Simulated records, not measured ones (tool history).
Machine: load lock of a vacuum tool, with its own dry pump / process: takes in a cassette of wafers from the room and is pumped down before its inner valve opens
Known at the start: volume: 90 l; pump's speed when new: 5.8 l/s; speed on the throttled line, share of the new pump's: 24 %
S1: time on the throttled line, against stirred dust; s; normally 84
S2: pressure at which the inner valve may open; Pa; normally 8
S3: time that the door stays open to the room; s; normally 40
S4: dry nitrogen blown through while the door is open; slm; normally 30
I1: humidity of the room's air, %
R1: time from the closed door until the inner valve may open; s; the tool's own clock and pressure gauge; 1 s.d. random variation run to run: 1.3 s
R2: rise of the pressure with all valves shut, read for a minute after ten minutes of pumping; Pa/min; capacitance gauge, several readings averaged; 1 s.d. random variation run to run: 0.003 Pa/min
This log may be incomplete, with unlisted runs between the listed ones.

run     hour  S1  S2   S3  S4    I1     R1     R2
  1      0.0  84   8   40  30  46.5  210.6  0.009
  2    308.5  84   8   40  30  46.5  212.7  0.012
  3    572.1  84   8   40  30  43.0  211.5  0.017
  4    965.3  84   8   40  30  45.2  208.5  0.014
  5   1155.4  84   9   40  30  45.2  210.8  0.015
  6   1399.0  84   8   40  30  42.8  211.4  0.007
  7   1579.8  84   8   28  30  46.8  210.4  0.021
  8   1852.0  84   8   28  30  47.7  209.4  0.012
  9   2048.7  84   8   40   6  46.6  210.7  0.026
 10   2379.9  84   8   40  30  47.8  211.6  0.015
 11   2741.1  84   8   40  30  43.3  209.0  0.013
 12   3052.7  84   8   40  30  45.7  208.0  0.010
 13   3398.2  84   8   40  30  47.7  210.7  0.014
 14   3587.0  84   8   40  30  44.1  211.4  0.011
 15   3939.5  84   8   40  30  46.5  209.6  0.015
 16   4329.8  84   8   40  22  46.4  210.8  0.010
 17   4688.9  84  14   40  30  45.7  203.6  0.014
 18   4996.5  84  14   40  30  43.5  204.0  0.012
 19   5290.6  84  14   40  30  43.1  199.5  0.007
 20   5464.3  84  14   40  30  45.9  202.9  0.011
 21   5676.2  84  14   40  30  47.1  202.5  0.015
 22   6016.5  47   7   51  21  46.9  184.7  0.013
 23   6338.1  84   8  148  30  47.8  211.2  0.019
 24   6690.2  84   8  148  30  41.1  212.0  0.015
 25   6919.8  84   8  148  30  46.7  209.4  0.020
 26   7216.9  84   6  148  14  39.9  216.4  0.025
 27   7601.2  84   6  148  14  47.8  215.0  0.022
 28   7940.5  84   8   60  37  44.1  208.5  0.009
 29   8218.3  84   8   60  37  44.0  210.2  0.014
 30   8486.0  84   8   60  37  46.2  209.6  0.003
 31   8755.6  58   8   71  30  47.2  192.6  0.020
 32   8967.3  58   8   87  16  42.6  192.0  0.022
 33   9319.6  58  10   66  27  43.8  185.3  0.017
 34   9609.5  58  15   63   5  46.4  178.8  0.030
 35   9785.3  58  15   63   5  47.8  178.6  0.030
 36  10190.3  84   8  110  30  41.1  209.1  0.011
 37  10362.7  47   8   65  23  45.6  183.3  0.022
 38  10538.3  87   8   65  13  46.7  210.7  0.022

The log once held 2 entries between its listed runs, left out of this copy. Where does each go, and what is different about the tool's unlogged condition between the listed run before it and the listed run after it?
Logged between run 11 and run 12: door's seal changed, seat wiped (hour 2812.5)
  leak at the door's seal, Pa l/s: 0.0041 -> 0.002
Logged between run 27 and run 28: dry pump taken out, an overhauled one fitted (hour 7932.7)
  pump's speed, % of a new pump's: 99.9 -> 100; leak at the door's seal, Pa l/s: 0.003 -> 0.0031

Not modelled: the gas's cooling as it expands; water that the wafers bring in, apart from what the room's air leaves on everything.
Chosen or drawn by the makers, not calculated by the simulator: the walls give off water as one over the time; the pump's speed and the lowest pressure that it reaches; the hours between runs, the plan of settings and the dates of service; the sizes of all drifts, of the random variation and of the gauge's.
